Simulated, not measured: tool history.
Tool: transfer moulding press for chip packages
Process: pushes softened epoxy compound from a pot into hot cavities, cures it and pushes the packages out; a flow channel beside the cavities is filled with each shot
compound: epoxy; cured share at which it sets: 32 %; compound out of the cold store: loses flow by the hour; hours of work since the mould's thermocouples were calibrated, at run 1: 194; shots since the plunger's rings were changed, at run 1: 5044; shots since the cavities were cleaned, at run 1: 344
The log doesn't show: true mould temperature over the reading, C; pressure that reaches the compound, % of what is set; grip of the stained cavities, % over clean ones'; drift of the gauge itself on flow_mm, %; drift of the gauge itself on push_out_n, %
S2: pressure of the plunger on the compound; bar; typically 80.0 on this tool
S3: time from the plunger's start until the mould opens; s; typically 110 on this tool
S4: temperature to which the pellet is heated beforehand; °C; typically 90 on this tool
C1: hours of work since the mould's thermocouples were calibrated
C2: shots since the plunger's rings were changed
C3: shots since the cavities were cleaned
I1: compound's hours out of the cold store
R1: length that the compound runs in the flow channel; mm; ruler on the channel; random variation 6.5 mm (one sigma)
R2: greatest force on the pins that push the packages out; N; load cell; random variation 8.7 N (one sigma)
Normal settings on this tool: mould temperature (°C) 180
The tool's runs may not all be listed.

{"run": 1, "hour": 0.0, "mould temperature (°C)": 180, "S2": 80.0, "S3": 110, "S4": 90, "C1": 194, "C2": 5044, "C3": 344, "I1": 37.5, "R1": 636, "R2": 660}
{"run": 2, "hour": 18.8, "mould temperature (°C)": 180, "S2": 80.0, "S3": 110, "S4": 90, "C1": 203, "C2": 5193, "C3": 493, "I1": 37.2, "R1": 628, "R2": 723}
{"run": 3, "hour": 34.4, "mould temperature (°C)": 180, "S2": 80.0, "S3": 110, "S4": 98, "C1": 210, "C2": 5316, "C3": 616, "I1": 41.9, "R1": 615, "R2": 714}
{"run": 4, "hour": 49.1, "mould temperature (°C)": 180, "S2": 80.0, "S3": 110, "S4": 98, "C1": 217, "C2": 5432, "C3": 732, "I1": 45.2, "R1": 584, "R2": 752}
{"run": 5, "hour": 60.3, "mould temperature (°C)": 180, "S2": 80.0, "S3": 110, "S4": 90, "C1": 222, "C2": 5520, "C3": 820, "I1": 31.3, "R1": 647, "R2": 789}
{"run": 6, "hour": 82.9, "mould temperature (°C)": 180, "S2": 99.7, "S3": 110, "S4": 90, "C1": 232, "C2": 5699, "C3": 999, "I1": 24.5, "R1": 745, "R2": 842}
{"hour": 88.2, "done": "cavities cleaned with cleaning compound and waxed"}
{"hour": 98.6, "done": "plunger's sealing rings changed"}
{"run": 7, "hour": 106.0, "mould temperature (°C)": 180, "S2": 99.7, "S3": 110, "S4": 90, "C1": 241, "C2": 59, "C3": 121, "I1": 10.4, "R1": 901, "R2": 538}
{"run": 8, "hour": 124.8, "mould temperature (°C)": 186, "S2": 80.0, "S3": 110, "S4": 90, "C1": 249, "C2": 207, "C3": 269, "I1": 18.5, "R1": 742, "R2": 511}
{"run": 9, "hour": 145.8, "mould temperature (°C)": 186, "S2": 80.0, "S3": 110, "S4": 90, "C1": 259, "C2": 373, "C3": 435, "I1": 25.3, "R1": 721, "R2": 572}
{"run": 10, "hour": 163.2, "mould temperature (°C)": 180, "S2": 80.0, "S3": 110, "S4": 90, "C1": 267, "C2": 510, "C3": 572, "I1": 15.7, "R1": 768, "R2": 761}
{"run": 11, "hour": 176.5, "mould temperature (°C)": 180, "S2": 80.0, "S3": 110, "S4": 90, "C1": 273, "C2": 615, "C3": 677, "I1": 22.6, "R1": 741, "R2": 772}
{"run": 12, "hour": 186.6, "mould temperature (°C)": 180, "S2": 80.0, "S3": 99, "S4": 90, "C1": 278, "C2": 695, "C3": 757, "I1": 38.0, "R1": 666, "R2": 887}
{"run": 13, "hour": 198.4, "mould temperature (°C)": 179, "S2": 80.0, "S3": 99, "S4": 90, "C1": 283, "C2": 789, "C3": 851, "I1": 16.6, "R1": 769, "R2": 1083}
{"run": 14, "hour": 211.5, "mould temperature (°C)": 179, "S2": 76.8, "S3": 99, "S4": 90, "C1": 289, "C2": 892, "C3": 954, "I1": 23.1, "R1": 718, "R2": 1066}
{"hour": 222.9, "done": "cavities cleaned with cleaning compound and waxed"}
{"run": 15, "hour": 227.4, "mould temperature (°C)": 180, "S2": 76.1, "S3": 111, "S4": 90, "C1": 296, "C2": 1006, "C3": 36, "I1": 17.8, "R1": 733, "R2": 424}
{"run": 16, "hour": 249.6, "mould temperature (°C)": 183, "S2": 76.1, "S3": 102, "S4": 96, "C1": 306, "C2": 1181, "C3": 211, "I1": 15.9, "R1": 735, "R2": 577}
{"run": 17, "hour": 267.4, "mould temperature (°C)": 177, "S2": 80.0, "S3": 106, "S4": 90, "C1": 314, "C2": 1321, "C3": 351, "I1": 30.3, "R1": 711, "R2": 873}
{"run": 18, "hour": 283.4, "mould temperature (°C)": 177, "S2": 80.0, "S3": 106, "S4": 90, "C1": 321, "C2": 1448, "C3": 478, "I1": 33.3, "R1": 689, "R2": 876}
{"run": 19, "hour": 294.6, "mould temperature (°C)": 184, "S2": 80.0, "S3": 110, "S4": 99, "C1": 326, "C2": 1537, "C3": 567, "I1": 33.6, "R1": 669, "R2": 612}
{"run": 20, "hour": 316.4, "mould temperature (°C)": 179, "S2": 88.9, "S3": 146, "S4": 95, "C1": 336, "C2": 1708, "C3": 738, "I1": 18.2, "R1": 793, "R2": 619}
{"run": 21, "hour": 331.4, "mould temperature (°C)": 186, "S2": 61.2, "S3": 141, "S4": 90, "C1": 343, "C2": 1827, "C3": 857, "I1": 20.7, "R1": 625, "R2": 644}
{"run": 22, "hour": 348.0, "mould temperature (°C)": 172, "S2": 61.2, "S3": 148, "S4": 90, "C1": 351, "C2": 1958, "C3": 988, "I1": 41.0, "R1": 585, "R2": 774}
{"hour": 354.5, "done": "cavities cleaned with cleaning compound and waxed"}
{"run": 23, "hour": 360.8, "mould temperature (°C)": 178, "S2": 80.0, "S3": 110, "S4": 90, "C1": 356, "C2": 2048, "C3": 51, "I1": 39.8, "R1": 642, "R2": 477}
{"run": 24, "hour": 377.6, "mould temperature (°C)": 178, "S2": 80.0, "S3": 110, "S4": 90, "C1": 364, "C2": 2180, "C3": 183, "I1": 34.7, "R1": 672, "R2": 614}
{"run": 25, "hour": 394.0, "mould temperature (°C)": 187, "S2": 80.0, "S3": 123, "S4": 92, "C1": 371, "C2": 2309, "C3": 312, "I1": 30.9, "R1": 660, "R2": 499}
{"run": 26, "hour": 415.6, "mould temperature (°C)": 187, "S2": 80.0, "S3": 123, "S4": 92, "C1": 381, "C2": 2480, "C3": 483, "I1": 43.1, "R1": 616, "R2": 565}
{"run": 27, "hour": 430.5, "mould temperature (°C)": 175, "S2": 80.0, "S3": 102, "S4": 90, "C1": 388, "C2": 2597, "C3": 600, "I1": 35.2, "R1": 678, "R2": 1201}
{"run": 28, "hour": 442.0, "mould temperature (°C)": 180, "S2": 60.9, "S3": 141, "S4": 88, "C1": 393, "C2": 2688, "C3": 691, "I1": 12.1, "R1": 677, "R2": 603}

5 options for the next run, each taken on its own from the tool as it stands now. Forecast them:
{"run": "A", "hour": 453.4, "mould temperature (°C)": 179, "S2": 60.9, "S3": 141, "S4": 82, "C1": 398, "C2": 2779, "C3": 782, "I1": 40.7, "R1": "?", "R2": "?"}
{"run": "B", "hour": 453.4, "mould temperature (°C)": 185, "S2": 74.7, "S3": 141, "S4": 91, "C1": 398, "C2": 2779, "C3": 782, "I1": 23.1, "R1": "?", "R2": "?"}
{"run": "C", "hour": 453.4, "mould temperature (°C)": 180, "S2": 60.9, "S3": 108, "S4": 85, "C1": 398, "C2": 2779, "C3": 782, "I1": 9.4, "R1": "?", "R2": "?"}
{"run": "D", "hour": 453.4, "mould temperature (°C)": 173, "S2": 97.1, "S3": 125, "S4": 88, "C1": 398, "C2": 2779, "C3": 782, "I1": 17.6, "R1": "?", "R2": "?"}
{"run": "E", "hour": 453.4, "mould temperature (°C)": 186, "S2": 94.3, "S3": 128, "S4": 88, "C1": 398, "C2": 2779, "C3": 782, "I1": 29.5, "R1": "?", "R2": "?"}

run=A R1=563 R2=630
run=B R1=671 R2=591
run=C R1=673 R2=825
run=D R1=832 R2=970
run=E R1=736 R2=616
Take away the tool's hidden state, keep each run's random variation, and the runs would have read:
run=A R1=591 R2=311
run=B R1=703 R2=292
run=C R1=706 R2=419
run=D R1=872 R2=499
run=E R1=772 R2=305
